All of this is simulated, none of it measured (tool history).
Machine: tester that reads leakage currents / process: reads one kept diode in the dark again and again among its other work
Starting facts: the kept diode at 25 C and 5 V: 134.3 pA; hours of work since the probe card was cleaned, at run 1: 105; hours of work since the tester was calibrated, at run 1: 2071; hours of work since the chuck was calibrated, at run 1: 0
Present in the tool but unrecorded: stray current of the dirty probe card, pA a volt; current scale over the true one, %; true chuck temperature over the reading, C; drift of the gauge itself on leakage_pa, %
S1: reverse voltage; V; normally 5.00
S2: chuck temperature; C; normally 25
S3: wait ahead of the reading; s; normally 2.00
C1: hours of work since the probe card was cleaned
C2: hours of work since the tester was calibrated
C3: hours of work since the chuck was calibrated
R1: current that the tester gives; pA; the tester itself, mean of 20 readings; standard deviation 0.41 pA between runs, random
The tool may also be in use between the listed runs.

| run | hour | S1 | S2 | S3 | C1 | C2 | C3 | R1 |
|---|---|---|---|---|---|---|---|---|
| 1 | 0.0 | 5.00 | 25 | 2.00 | 105 | 2071 | 0 | 136.59 |
| 2 | 204.1 | 7.38 | 25 | 2.00 | 220 | 2186 | 115 | 161.41 |
| 3 | 354.7 | 7.38 | 25 | 2.00 | 304 | 2271 | 199 | 161.20 |
| 4 | 526.3 | 7.38 | 25 | 2.00 | 400 | 2367 | 296 | 160.14 |
| 5 | 659.7 | 7.38 | 25 | 2.00 | 475 | 2442 | 370 | 158.87 |
| 6 | 913.3 | 5.00 | 25 | 0.58 | 618 | 2584 | 513 | 131.62 |
| 7 | 1075.2 | 5.00 | 25 | 0.58 | 709 | 2675 | 604 | 131.40 |
|  | 1097.3 | chuck's temperature calibrated |
| 8 | 1189.4 | 5.00 | 27 | 0.58 | 772 | 2738 | 52 | 167.11 |
| 9 | 1321.8 | 5.00 | 25 | 2.00 | 846 | 2812 | 126 | 137.36 |
| 10 | 1539.9 | 5.00 | 25 | 2.00 | 968 | 2935 | 249 | 136.59 |
| 11 | 1699.4 | 4.90 | 25 | 2.00 | 1058 | 3025 | 338 | 133.95 |
|  | 1718.6 | probe card cleaned and baked |
| 12 | 1878.7 | 5.00 | 25 | 2.00 | 90 | 3123 | 437 | 135.74 |
| 13 | 2029.7 | 5.00 | 36 | 2.00 | 175 | 3208 | 522 | 356.00 |
|  | 2195.5 | chuck's temperature calibrated |
| 14 | 2219.3 | 5.00 | 36 | 2.00 | 280 | 3314 | 13 | 373.01 |
| 15 | 2388.6 | 5.00 | 36 | 2.00 | 375 | 3409 | 108 | 368.54 |
| 16 | 2531.3 | 5.00 | 36 | 2.00 | 455 | 3489 | 189 | 365.71 |
| 17 | 2789.5 | 5.00 | 36 | 2.00 | 600 | 3634 | 334 | 362.67 |
| 18 | 2916.9 | 5.00 | 25 | 2.00 | 672 | 3705 | 405 | 137.37 |
| 19 | 3128.5 | 5.00 | 25 | 2.00 | 791 | 3824 | 524 | 136.08 |
|  | 3289.3 | probe card cleaned and baked, once more |
|  | 3291.3 | chuck's temperature calibrated |
| 20 | 3365.9 | 5.00 | 25 | 2.00 | 42 | 3955 | 42 | 137.09 |
| 21 | 3573.7 | 5.00 | 25 | 2.00 | 159 | 4071 | 159 | 135.73 |
| 22 | 3755.2 | 5.00 | 25 | 2.00 | 260 | 4173 | 260 | 134.30 |
| 23 | 3868.7 | 8.12 | 28 | 7.56 | 324 | 4237 | 324 | 221.32 |
| 24 | 4052.8 | 4.48 | 28 | 2.61 | 428 | 4340 | 428 | 165.63 |
| 25 | 4186.3 | 4.48 | 28 | 2.61 | 503 | 4415 | 503 | 163.65 |
|  | 4382.6 | chuck's temperature calibrated |
| 26 | 4449.2 | 2.84 | 25 | 2.00 | 649 | 4562 | 37 | 105.53 |
| 27 | 4608.1 | 1.07 | 44 | 7.99 | 738 | 4651 | 127 | 346.56 |
| 28 | 4730.4 | 5.00 | 25 | 8.95 | 807 | 4720 | 195 | 136.89 |
| 29 | 4960.4 | 5.00 | 20 | 2.00 | 936 | 4849 | 324 | 85.14 |
| 30 | 5177.9 | 9.73 | 25 | 2.00 | 1058 | 4971 | 447 | 185.84 |
| 31 | 5327.7 | 9.73 | 25 | 2.00 | 1142 | 5055 | 531 | 184.71 |
|  | 5469.6 | chuck's temperature calibrated |
| 32 | 5469.6 | 7.46 | 32 | 0.42 | 1221 | 5134 | 0 | 326.14 |
| 33 | 5590.3 | 7.46 | 32 | 0.42 | 1289 | 5201 | 68 | 322.43 |
|  | 5827.5 | tester calibrated |
| 34 | 5864.0 | 4.59 | 25 | 2.70 | 1441 | 20 | 220 | 129.99 |
| 35 | 6122.1 | 4.59 | 25 | 2.70 | 1586 | 165 | 365 | 129.81 |
| 36 | 6377.3 | 4.59 | 25 | 2.70 | 1729 | 309 | 509 | 126.86 |
|  | 6559.7 | chuck's temperature calibrated |
| 37 | 6559.7 | 7.73 | 30 | 1.32 | 1831 | 410 | 0 | 272.39 |

Consider 5 possible next runs. They are alternatives, not a sequence: every one starts from the tool as it was left by run 37. What does each give?
| A | 6711.7 | 9.20 | 28 | 1.32 | 1916 | 495 | 85 | ? |
| B | 6711.7 | 4.54 | 25 | 8.28 | 1916 | 495 | 85 | ? |
| C | 6711.7 | 7.47 | 38 | 2.00 | 1916 | 495 | 85 | ? |
| D | 6711.7 | 18.74 | 25 | 2.00 | 1916 | 495 | 85 | ? |
| E | 6711.7 | 5.52 | 30 | 1.32 | 1916 | 495 | 85 | ? |

| run | R1 |
|---|---|
| A | 248.63 |
| B | 133.02 |
| C | 526.60 |
| D | 271.71 |
| E | 230.33 |
Without the tool's hidden state the same runs would have given:
| run | R1 |
|---|---|
| A | 239.62 |
| B | 128.59 |
| C | 518.88 |
| D | 253.75 |
| E | 224.83 |

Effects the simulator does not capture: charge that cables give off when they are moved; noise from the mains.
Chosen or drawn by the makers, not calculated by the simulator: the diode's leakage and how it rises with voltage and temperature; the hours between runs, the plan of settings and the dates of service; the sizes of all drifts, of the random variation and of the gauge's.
